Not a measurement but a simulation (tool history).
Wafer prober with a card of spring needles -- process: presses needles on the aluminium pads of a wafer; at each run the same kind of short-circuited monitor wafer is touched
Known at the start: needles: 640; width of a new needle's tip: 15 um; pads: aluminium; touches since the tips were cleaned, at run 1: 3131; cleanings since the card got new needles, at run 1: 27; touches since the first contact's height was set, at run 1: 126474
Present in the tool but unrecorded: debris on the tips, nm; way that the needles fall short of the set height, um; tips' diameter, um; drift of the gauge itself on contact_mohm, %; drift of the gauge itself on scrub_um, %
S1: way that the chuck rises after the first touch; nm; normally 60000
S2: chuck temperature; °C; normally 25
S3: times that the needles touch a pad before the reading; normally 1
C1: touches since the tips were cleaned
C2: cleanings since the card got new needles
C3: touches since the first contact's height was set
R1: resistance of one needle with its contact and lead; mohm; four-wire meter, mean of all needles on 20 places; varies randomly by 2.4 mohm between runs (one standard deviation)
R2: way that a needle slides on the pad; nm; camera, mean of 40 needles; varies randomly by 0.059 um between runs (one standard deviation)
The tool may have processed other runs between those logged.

run	hour	S1	S2	S3	C1	C2	C3	R1	R2
1	0	60000	25	1	3131	27	126474	274	16420
2	31.9	60000	26	1	7896	27	131239	279	16320
# hour 39: tips cleaned on abrasive film
3	62.4	60000	26	1	3495	28	135796	275	16340
# hour 87.8: height of the first contact set anew
# hour 98.1: tips cleaned on abrasive film
4	105.4	60000	26	1	1101	29	2622	277	16370
5	125.4	60000	25	1	4085	29	5606	273	16370
# hour 157.3: tips cleaned on abrasive film
6	171.1	60000	25	1	2061	30	12427	275	16360
7	201.7	60000	25	1	6647	30	17013	274	16440
# hour 215.6: tips cleaned on abrasive film
8	220.3	60000	25	1	708	31	19782	280	16410
9	246.3	60000	36	1	4588	31	23662	276	16350
# hour 274.8: tips cleaned on abrasive film
10	282.6	41000	36	1	1170	32	29083	281	11200
11	310.3	41000	36	1	5316	32	33229	286	11190
# hour 334.9: tips cleaned on abrasive film
12	352.6	41000	36	2	2639	33	39539	286	11180
13	388.5	62000	48	3	8008	33	44908	282	17000
# hour 393.5: tips cleaned on abrasive film
14	432.1	62000	48	3	5766	34	51414	282	16920
# hour 452.2: tips cleaned on abrasive film
15	472.1	60000	61	1	2976	35	57396	283	16380
16	493.1	72000	51	1	6111	35	60531	282	19690
# hour 513.3: tips cleaned on abrasive film
17	515.6	72000	51	1	339	36	63881	279	19590

Predict each of these 4 candidate next runs independently; none follows another, all start after run 17:
A	548.2	73000	55	1	5211	36	68753	?	?
B	548.2	49000	73	1	5211	36	68753	?	?
C	548.2	55000	77	2	5211	36	68753	?	?
D	548.2	60000	76	1	5211	36	68753	?	?

run	R1	R2
A	284	19970
B	298	13450
C	292	14880
D	291	16380
Without the tool's hidden state the same runs would have given:
run	R1	R2
A	283	19970
B	297	13450
C	292	14890
D	291	16380
